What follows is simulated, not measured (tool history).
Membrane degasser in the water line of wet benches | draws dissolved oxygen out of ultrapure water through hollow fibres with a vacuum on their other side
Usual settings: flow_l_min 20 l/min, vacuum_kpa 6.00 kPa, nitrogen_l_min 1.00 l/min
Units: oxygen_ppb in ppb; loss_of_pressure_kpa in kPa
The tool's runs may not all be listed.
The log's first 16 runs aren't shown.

| run | hour | flow_l_min | vacuum_kpa | nitrogen_l_min | hours since the membrane was changed | hours since the vacuum gauge was calibrated | hours since the vacuum lines were made tight | oxygen_ppb | loss_of_pressure_kpa |
|---|---|---|---|---|---|---|---|---|---|
| 17 | 3450.6 | 20 | 6.00 | 1.00 | 5974 | 3451 | 3806 | 183.4 | 31.64 |
| 18 | 3722.1 | 23 | 10.83 | 2.57 | 6246 | 3722 | 4077 | 239.6 | 36.43 |
| 19 | 3879.6 | 23 | 5.00 | 1.98 | 6403 | 3880 | 4235 | 128.8 | 36.32 |
| 20 | 4170.0 | 23 | 4.03 | 1.98 | 6694 | 4170 | 4525 | 106.6 | 36.60 |
|  | 4216.6 | seals of the vacuum lines changed |
| 21 | 4305.0 | 23 | 4.03 | 1.98 | 6827 | 4303 | 88 | 105.6 | 36.48 |
| 22 | 4477.9 | 12 | 7.58 | 2.82 | 7000 | 4476 | 261 | 56.5 | 19.20 |
| 23 | 4731.9 | 15 | 11.04 | 0.44 | 7254 | 4730 | 515 | 557.3 | 23.84 |
| 24 | 4888.5 | 20 | 6.00 | 1.65 | 7410 | 4886 | 672 | 135.7 | 31.79 |
| 25 | 5135.1 | 20 | 6.00 | 1.65 | 7657 | 5133 | 918 | 136.8 | 31.80 |
| 26 | 5388.8 | 20 | 6.00 | 1.65 | 7911 | 5387 | 1172 | 141.0 | 32.29 |
| 27 | 5673.9 | 13 | 6.53 | 0.90 | 8196 | 5672 | 1457 | 130.8 | 21.11 |
| 28 | 5818.8 | 13 | 6.53 | 0.90 | 8341 | 5817 | 1602 | 133.1 | 20.69 |
| 29 | 5956.5 | 14 | 6.53 | 0.90 | 8478 | 5955 | 1740 | 141.7 | 22.70 |
| 30 | 6103.9 | 31 | 6.00 | 1.76 | 8626 | 6102 | 1887 | 292.0 | 49.53 |
| 31 | 6420.1 | 19 | 5.74 | 0.78 | 8942 | 6418 | 2203 | 195.7 | 30.55 |

5 ways to go on from here, each from the tool as it stands after run 31. What would each give?
| A | 6685.0 | 19 | 8.83 | 1.11 | 9207 | 6683 | 2468 | ? | ? |
| B | 6685.0 | 21 | 3.65 | 1.00 | 9207 | 6683 | 2468 | ? | ? |
| C | 6685.0 | 28 | 5.74 | 0.78 | 9207 | 6683 | 2468 | ? | ? |
| D | 6685.0 | 30 | 10.46 | 0.81 | 9207 | 6683 | 2468 | ? | ? |
| E | 6685.0 | 20 | 14.80 | 1.00 | 9207 | 6683 | 2468 | ? | ? |

| run | oxygen_ppb | loss_of_pressure_kpa |
|---|---|---|
| A | 276.6 | 30.36 |
| B | 100.0 | 33.77 |
| C | 329.9 | 45.42 |
| D | 683.8 | 48.44 |
| E | 553.9 | 32.19 |
Without the tool's hidden state the same runs would have given:
| run | oxygen_ppb | loss_of_pressure_kpa |
|---|---|---|
| A | 253.9 | 29.04 |
| B | 72.8 | 32.31 |
| C | 286.9 | 43.46 |
| D | 639.6 | 46.34 |
| E | 528.8 | 30.80 |
